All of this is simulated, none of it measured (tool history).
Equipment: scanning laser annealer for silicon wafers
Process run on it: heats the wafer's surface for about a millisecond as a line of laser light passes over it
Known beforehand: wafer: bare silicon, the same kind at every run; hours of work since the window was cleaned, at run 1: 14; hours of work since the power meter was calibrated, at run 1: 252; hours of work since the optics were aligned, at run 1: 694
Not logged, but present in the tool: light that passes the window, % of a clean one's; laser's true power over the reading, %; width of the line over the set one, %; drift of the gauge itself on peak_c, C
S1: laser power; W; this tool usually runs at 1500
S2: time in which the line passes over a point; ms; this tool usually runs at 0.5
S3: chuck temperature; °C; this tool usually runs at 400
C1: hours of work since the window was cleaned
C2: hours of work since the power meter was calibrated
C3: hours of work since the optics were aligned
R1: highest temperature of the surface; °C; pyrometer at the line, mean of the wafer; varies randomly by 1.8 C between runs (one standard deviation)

run   hour    S1     S2   S3   C1   C2   C3    R1
  1      0  1500    0.5  400   14  252  694  1242
  2     23  1500    0.5  400   24  262  704  1241
  3   42.3  1500    0.5  400   32  270  713  1241
  4   77.5  1500    0.5  400   47  285  728  1239
  5  105.2  1500    0.5  400   59  297  740  1241
  6  135.4  1500    0.5  400   72  310  753  1238
  7  150.8  1500    0.5  400   79  317  759  1236
  8  167.8  1500    0.5  400   86  324  767  1234
  9  189.7  1500    0.5  400   96  333  776  1237
 10  210.1  1500  0.598  400  104  342  785  1324
 11  241.8  1572  0.518  388  118  356  799  1287
 12  274.1  1305    0.5  400  132  370  813  1113
 13  306.2  1619  0.378  404  146  384  826  1178
 14    326  1619  0.378  404  154  392  835  1181
 15  362.3  1624  0.522  400  170  408  851  1329
 16    385  1442  0.522  400  180  418  860  1216
 17    403  1285  0.522  390  188  426  868  1102
 18  433.2  1285  0.438  421  201  439  881  1066
 19  462.1  1412  0.384  440  213  451  894  1108
 20    486  1579    0.5  438  223  461  904  1312

Forecast each of these 5 alternatives for the next run:
  A  515.7  1369    0.5  438  236  474  917   ?
  B  515.7  1641  0.566  418  236  474  917   ?
  C  515.7  1641    0.5  438  236  474  917   ?
  D  515.7  1579    0.5  379  236  474  917   ?
  E  515.7  1372    0.5  420  236  474  917   ?

run    R1
  A  1180
  B  1397
  C  1351
  D  1253
  E  1167
With no hidden state in the tool, these same runs would have given:
run    R1
  A  1201
  B  1424
  C  1376
  D  1277
  E  1188
